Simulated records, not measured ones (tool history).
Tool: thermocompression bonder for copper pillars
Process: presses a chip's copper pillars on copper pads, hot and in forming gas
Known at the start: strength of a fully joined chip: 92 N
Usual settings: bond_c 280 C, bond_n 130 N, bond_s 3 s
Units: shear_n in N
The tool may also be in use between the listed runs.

| run | day | bond_c | bond_n | bond_s | shear_n |
|---|---|---|---|---|---|
| 1 | 0.000 | 280 | 130 | 3 | 54.2 |
| 2 | 0.188 | 280 | 90 | 3 | 42.1 |
| 3 | 0.479 | 280 | 130 | 2 | 47.6 |
| 4 | 0.838 | 280 | 130 | 3 | 52.1 |
| 5 | 1.183 | 280 | 130 | 5 | 62.9 |
| 6 | 1.408 | 293 | 130 | 5 | 68.7 |
| 7 | 1.708 | 293 | 130 | 5 | 69.5 |
| 8 | 2.083 | 257 | 92 | 3 | 30.9 |

Run 9 comes next. What will it give?
| 9 | 2.317 | 257 | 92 | 3 | ? |

shear_n: 30.2 N
Without the tool's hidden state the same run would have given shear_n 30.0 N.
